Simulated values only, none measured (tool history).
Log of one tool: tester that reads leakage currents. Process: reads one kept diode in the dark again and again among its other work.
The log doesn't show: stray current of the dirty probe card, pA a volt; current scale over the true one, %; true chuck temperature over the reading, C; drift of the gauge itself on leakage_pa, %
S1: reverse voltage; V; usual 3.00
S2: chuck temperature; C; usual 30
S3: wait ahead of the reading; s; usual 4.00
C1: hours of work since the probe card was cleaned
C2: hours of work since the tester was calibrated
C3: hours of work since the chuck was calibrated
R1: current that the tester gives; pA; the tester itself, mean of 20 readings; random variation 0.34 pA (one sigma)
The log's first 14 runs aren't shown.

run 15 day=22.400 | S1=3.00 S2=30 S3=3.98 | C1=1574 C2=1424 C3=967 | R1=104.16
-- day=23.125 chuck's temperature calibrated
run 16 day=23.925 | S1=3.00 S2=30 S3=4.00 | C1=1598 C2=1448 C3=13 | R1=112.57
-- day=24.242 probe card cleaned and baked
run 17 day=25.496 | S1=3.00 S2=43 S3=4.00 | C1=21 C2=1472 C3=37 | R1=326.08
run 18 day=26.879 | S1=3.00 S2=43 S3=4.00 | C1=44 C2=1495 C3=61 | R1=326.75
run 19 day=27.850 | S1=3.00 S2=43 S3=4.00 | C1=60 C2=1511 C3=77 | R1=326.69
run 20 day=29.150 | S1=3.00 S2=43 S3=4.00 | C1=82 C2=1533 C3=98 | R1=324.62
run 21 day=30.438 | S1=7.37 S2=25 S3=0.48 | C1=103 C2=1554 C3=120 | R1=109.55
-- day=31.533 probe card cleaned and baked, once more
run 22 day=32.046 | S1=7.37 S2=25 S3=0.48 | C1=9 C2=1579 C3=145 | R1=105.20
run 23 day=33.317 | S1=3.00 S2=45 S3=4.00 | C1=30 C2=1600 C3=166 | R1=377.44
run 24 day=35.171 | S1=3.00 S2=56 S3=1.79 | C1=61 C2=1631 C3=197 | R1=873.35
run 25 day=36.775 | S1=3.00 S2=56 S3=1.79 | C1=87 C2=1658 C3=224 | R1=867.64
run 26 day=37.921 | S1=11.97 S2=30 S3=4.00 | C1=107 C2=1677 C3=243 | R1=187.63
run 27 day=39.321 | S1=1.05 S2=28 S3=1.90 | C1=130 C2=1700 C3=266 | R1=60.88
run 28 day=41.217 | S1=1.05 S2=28 S3=1.90 | C1=162 C2=1732 C3=298 | R1=60.31
run 29 day=43.438 | S1=4.18 S2=30 S3=2.34 | C1=199 C2=1769 C3=335 | R1=124.09
run 30 day=45.642 | S1=3.00 S2=50 S3=4.00 | C1=235 C2=1806 C3=371 | R1=549.18
run 31 day=46.621 | S1=3.00 S2=50 S3=4.00 | C1=252 C2=1822 C3=388 | R1=546.29

5 ways to go on from here, each from the tool as it stands after run 31. What would each give?
run A day=48.117 | S1=4.89 S2=47 S3=8.23 | C1=277 C2=1847 C3=413 | R1=?
run B day=48.117 | S1=1.23 S2=50 S3=4.00 | C1=277 C2=1847 C3=413 | R1=?
run C day=48.117 | S1=2.43 S2=41 S3=1.02 | C1=277 C2=1847 C3=413 | R1=?
run D day=48.117 | S1=3.00 S2=30 S3=8.82 | C1=277 C2=1847 C3=413 | R1=?
run E day=48.117 | S1=8.98 S2=57 S3=4.71 | C1=277 C2=1847 C3=413 | R1=?

run=A R1=525.61
run=B R1=387.72
run=C R1=249.21
run=D R1=107.47
run=E R1=1416.82
Without the tool's hidden state the same runs would have given:
run=A R1=544.84
run=B R1=401.84
run=C R1=258.60
run=D R1=111.65
run=E R1=1466.26
